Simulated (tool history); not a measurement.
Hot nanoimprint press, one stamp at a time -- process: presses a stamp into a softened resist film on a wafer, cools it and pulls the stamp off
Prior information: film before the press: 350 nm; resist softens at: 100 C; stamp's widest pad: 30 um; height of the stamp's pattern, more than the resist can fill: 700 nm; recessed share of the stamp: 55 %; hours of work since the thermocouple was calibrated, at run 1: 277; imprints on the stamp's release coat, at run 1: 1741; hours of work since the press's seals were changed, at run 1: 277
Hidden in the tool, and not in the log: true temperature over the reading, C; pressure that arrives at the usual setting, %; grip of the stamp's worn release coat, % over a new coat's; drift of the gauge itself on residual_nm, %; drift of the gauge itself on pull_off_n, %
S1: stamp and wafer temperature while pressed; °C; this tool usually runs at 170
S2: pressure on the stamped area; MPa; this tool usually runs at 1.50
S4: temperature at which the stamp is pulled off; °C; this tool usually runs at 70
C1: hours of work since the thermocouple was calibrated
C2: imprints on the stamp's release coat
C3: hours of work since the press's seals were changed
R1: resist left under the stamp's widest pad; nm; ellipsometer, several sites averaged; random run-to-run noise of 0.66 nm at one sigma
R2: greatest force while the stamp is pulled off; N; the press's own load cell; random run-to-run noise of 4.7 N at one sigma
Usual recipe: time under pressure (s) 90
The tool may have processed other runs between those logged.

Run 1, day 0.000: usual settings; C1 277; C2 1741; C3 277. Result: R1 131.0 nm, R2 421 N.
At day 0.617: plate thermocouple calibrated.
At day 3.562: stamp cleaned and given a new release coat.
Run 2, day 3.717: usual settings; C1 51; C2 9; C3 337. Result: R1 126.8 nm, R2 234 N.
Run 3, day 7.542: usual settings; C1 120; C2 253; C3 406. Result: R1 128.3 nm, R2 250 N.
Run 4, day 10.838: usual settings; C1 179; C2 464; C3 465. Result: R1 130.0 nm, R2 272 N.
Run 5, day 12.454: usual settings; C1 208; C2 567; C3 494. Result: R1 130.8 nm, R2 291 N.
Run 6, day 15.588: usual settings; C1 264; C2 767; C3 551. Result: R1 131.8 nm, R2 320 N.
At day 17.079: plate thermocouple calibrated.
Run 7, day 18.454: usual settings but S2 1.06 MPa; C1 25; C2 942; C3 600. Result: R1 146.9 nm, R2 318 N.
Run 8, day 20.467: usual settings; C1 61; C2 1070; C3 636. Result: R1 126.8 nm, R2 344 N.
Run 9, day 22.567: usual settings; C1 99; C2 1204; C3 674. Result: R1 128.7 nm, R2 353 N.
Run 10, day 24.221: usual settings; C1 128; C2 1310; C3 703. Result: R1 128.2 nm, R2 371 N.
Run 11, day 27.429: usual settings; C1 186; C2 1515; C3 761. Result: R1 129.6 nm, R2 404 N.
Run 12, day 30.521: usual settings; C1 241; C2 1712; C3 816. Result: R1 131.6 nm, R2 405 N.
At day 33.029: plate thermocouple calibrated.
At day 34.429: stamp cleaned and given a new release coat.
Run 13, day 34.512: usual settings but time under pressure (s) 111; C1 22; C2 5; C3 881. Result: R1 119.2 nm, R2 235 N.
At day 36.246: press's hydraulic seals changed and the load cell set to zero.
Run 14, day 36.708: usual settings; C1 56; C2 124; C3 8. Result: R1 126.0 nm, R2 245 N.
Run 15, day 40.450: usual settings; C1 123; C2 363; C3 75. Result: R1 126.7 nm, R2 265 N.
Run 16, day 44.075: usual settings but S1 181 °C, S2 2.13 MPa, S4 62 °C; C1 188; C2 594; C3 141. Result: R1 62.8 nm, R2 343 N.
Run 17, day 46.821: usual settings but S1 174 °C, time under pressure (s) 48, S4 71 °C; C1 237; C2 769; C3 190. Result: R1 138.6 nm, R2 317 N.
Run 18, day 49.292: usual settings but S1 173 °C, S2 1.20 MPa, time under pressure (s) 85, S4 63 °C; C1 282; C2 927; C3 234. Result: R1 127.2 nm, R2 373 N.
At day 49.704: plate thermocouple calibrated.
Run 19, day 52.954: usual settings but S2 2.06 MPa; C1 58; C2 1153; C3 298. Result: R1 109.2 nm, R2 350 N.
Run 20, day 56.271: usual settings but S1 180 °C, S2 1.55 MPa, time under pressure (s) 92; C1 118; C2 1365; C3 357. Result: R1 76.6 nm, R2 365 N.
Run 21, day 58.521: usual settings but S1 164 °C, S4 69 °C; C1 158; C2 1508; C3 398. Result: R1 173.3 nm, R2 405 N.
Run 22, day 60.675: usual settings but S1 164 °C, S4 69 °C; C1 197; C2 1646; C3 436. Result: R1 173.6 nm, R2 425 N.
Run 23, day 63.079: usual settings but S1 164 °C, S2 1.40 MPa; C1 240; C2 1799; C3 480. Result: R1 178.4 nm, R2 440 N.
At day 65.433: stamp cleaned and given a new release coat.
Run 24, day 65.433: usual settings but S1 159 °C, S2 1.40 MPa; C1 278; C2 0; C3 517. Result: R1 225.5 nm, R2 232 N.
At day 66.200: plate thermocouple calibrated.
Run 25, day 69.504: usual settings but S1 159 °C, S2 1.40 MPa; C1 59; C2 252; C3 588. Result: R1 218.6 nm, R2 260 N.
Run 26, day 71.888: usual settings but S1 162 °C, S2 1.76 MPa, time under pressure (s) 51, S4 74 °C; C1 102; C2 404; C3 631. Result: R1 216.4 nm, R2 254 N.
Run 27, day 74.067: usual settings but S1 162 °C, S2 1.12 MPa, time under pressure (s) 51, S4 74 °C; C1 141; C2 544; C3 670. Result: R1 244.6 nm, R2 279 N.
Run 28, day 76.621: usual settings but S1 171 °C, S2 1.05 MPa; C1 187; C2 707; C3 716. Result: R1 146.6 nm, R2 310 N.
Run 29, day 78.579: usual settings but time under pressure (s) 81, S4 68 °C; C1 222; C2 832; C3 751. Result: R1 138.0 nm, R2 333 N.

Each row is a separate what-if for the run after 29, all from the same tool condition, not one after another. Results?
Run A, day 80.838: usual settings but S2 2.22 MPa; C1 263; C2 976; C3 792. Result: R1 ?, R2 ?.
Run B, day 80.838: usual settings but S2 1.57 MPa, time under pressure (s) 81, S4 68 °C; C1 263; C2 976; C3 792. Result: R1 ?, R2 ?.
Run C, day 80.838: usual settings but S1 178 °C, S2 1.83 MPa, time under pressure (s) 81, S4 68 °C; C1 263; C2 976; C3 792. Result: R1 ?, R2 ?.

run     R1   R2
  A  112.1  335
  B  136.0  342
  C   86.4  373
With the hidden condition removed and each run's random variation left untouched, the same runs would have given:
run     R1   R2
  A  103.6  231
  B  127.8  237
  C   80.5  258
